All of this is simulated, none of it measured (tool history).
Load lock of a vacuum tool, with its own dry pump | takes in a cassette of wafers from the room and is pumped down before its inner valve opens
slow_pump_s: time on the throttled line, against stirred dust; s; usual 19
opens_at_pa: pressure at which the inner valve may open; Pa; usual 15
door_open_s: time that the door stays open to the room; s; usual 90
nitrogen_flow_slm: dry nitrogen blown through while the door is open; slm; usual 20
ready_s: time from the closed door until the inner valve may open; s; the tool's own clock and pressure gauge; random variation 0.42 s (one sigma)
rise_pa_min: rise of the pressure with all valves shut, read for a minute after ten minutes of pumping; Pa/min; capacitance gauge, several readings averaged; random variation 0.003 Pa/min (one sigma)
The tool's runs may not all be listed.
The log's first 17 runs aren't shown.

run    hour  slow_pump_s  opens_at_pa  door_open_s  nitrogen_flow_slm  hours that the pump has run since its overhaul  times that the door has closed on its seal  incoming humidity of the room's air, %  ready_s  rise_pa_min
 18  1720.2           19           15           90                 20                                            3493                                       20132                                    44.0     49.1        0.098
 19  1839.0           19           29           90                 20                                            3612                                       20702                                    45.6     46.7        0.109
 20  1968.0           19           15           90                 17                                            3741                                       21321                                    41.9     49.3        0.110
 21  2075.8           10           15          210                 22                                            3849                                       21838                                    47.5     42.0        0.132
 22  2175.4           29           15          100                 17                                            3949                                       22315                                    43.7     57.2        0.122
 23  2296.2           29           15          100                 17                                            4069                                       22895                                    45.8     56.9        0.123
 24  2372.3           11           12           90                  9                                            4146                                       23260                                    45.6     45.0        0.140
 25  2452.7           19           28           90                  6                                            4226                                       23646                                    47.5     46.6        0.145
 26  2520.4           19           28           90                  6                                            4294                                       23970                                    47.3     46.7        0.153
 27  2576.0           19           15           90                 15                                            4349                                       24237                                    43.3     50.2        0.132
 28  2708.5           30           17           37                 20                                            4482                                       24873                                    44.2     58.4        0.122
 29  2800.6           30           17           37                 20                                            4574                                       25314                                    43.9     57.6        0.125
 30  2899.7           30           17           37                 20                                            4673                                       25790                                    44.3     57.6        0.119
 31  3021.2           30           17           37                 20                                            4794                                       26372                                    44.5     56.8        0.129
 32  3148.8           10           15           90                 31                                            4922                                       26984                                    45.2     44.1        0.135
 33  3211.7           21           22           90                 20                                            4985                                       27286                                    40.4     50.1        0.147
 34  3265.9           21           22           90                 20                                            5039                                       27546                                    43.4     50.2        0.147
 35  3359.2           12           23          126                 20                                            5132                                       27994                                    46.9     42.9        0.158
 36  3419.1           12           23           79                 12                                            5192                                       28281                                    43.9     43.7        0.165
 37  3528.3           12           14           79                 12                                            5301                                       28805                                    47.4     45.3        0.162
 38  3658.3           19           11          128                  8                                            5431                                       29428                                    44.4     51.6        0.188

Forecast each of these 3 alternatives for the next run:
  A  3727.2           30           22           90                  6                                            5500                                       29759                                    47.0        ?            ?
  B  3727.2           19           11           49                  8                                            5500                                       29759                                    45.0        ?            ?
  C  3727.2           23           11           86                  8                                            5500                                       29759                                    43.7        ?            ?

run  ready_s  rise_pa_min
  A     55.9        0.187
  B     52.5        0.165
  C     54.7        0.183
Without the tool's hidden state the same runs would have given:
run  ready_s  rise_pa_min
  A     53.9        0.054
  B     50.0        0.034
  C     52.4        0.050

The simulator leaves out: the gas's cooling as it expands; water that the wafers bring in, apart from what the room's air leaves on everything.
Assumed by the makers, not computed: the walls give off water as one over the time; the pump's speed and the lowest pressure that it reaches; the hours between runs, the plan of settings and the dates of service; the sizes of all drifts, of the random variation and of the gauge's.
